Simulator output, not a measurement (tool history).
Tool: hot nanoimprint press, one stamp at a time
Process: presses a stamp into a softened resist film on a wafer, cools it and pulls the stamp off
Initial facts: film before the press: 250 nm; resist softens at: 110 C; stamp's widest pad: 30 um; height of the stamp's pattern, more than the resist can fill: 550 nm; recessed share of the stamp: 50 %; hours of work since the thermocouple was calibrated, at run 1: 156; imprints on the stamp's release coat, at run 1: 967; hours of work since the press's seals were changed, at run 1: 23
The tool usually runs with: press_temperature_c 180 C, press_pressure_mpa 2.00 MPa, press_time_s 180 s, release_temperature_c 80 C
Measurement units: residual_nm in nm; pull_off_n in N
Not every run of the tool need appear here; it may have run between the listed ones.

run	hour	press_temperature_c	press_pressure_mpa	press_time_s	release_temperature_c	hours of work since the thermocouple was calibrated	imprints on the stamp's release coat	hours of work since the press's seals were changed	residual_nm	pull_off_n
1	0.0	180	2.00	180	80	156	967	23	142.6	144
2	10.0	180	2.00	180	80	161	1006	28	142.5	145
3	17.9	180	2.00	180	80	166	1037	32	142.3	152
4	28.8	180	2.00	92	80	171	1079	38	171.9	144
5	37.1	180	2.00	180	80	176	1112	42	142.5	149
6	45.5	180	2.00	180	80	180	1145	47	142.3	156
7	50.4	180	2.00	180	80	183	1164	49	142.2	157
8	61.8	180	2.00	180	80	189	1209	55	142.3	153
9	73.2	180	2.00	180	80	195	1253	61	142.3	160
10	84.2	180	1.36	180	80	201	1296	67	166.0	165
11	96.1	180	1.36	180	80	207	1343	73	166.3	170
12	105.2	180	2.00	180	80	212	1379	78	142.2	161
13	113.2	180	2.00	180	80	216	1410	82	142.1	165
14	118.6	180	2.00	180	80	219	1431	85	142.1	174
15	127.0	180	2.01	180	80	223	1464	90	142.1	170
16	133.0	180	2.01	180	80	226	1487	93	141.9	173

Run 17 comes next. What will it give?
17	140.8	174	2.01	97	67	230	1518	97	?	?

Logged for run 17: residual_nm 191.7 nm, pull_off_n 207 N.
Without the tool's hidden state the same run would have given residual_nm 193.5 nm, pull_off_n 120 N.
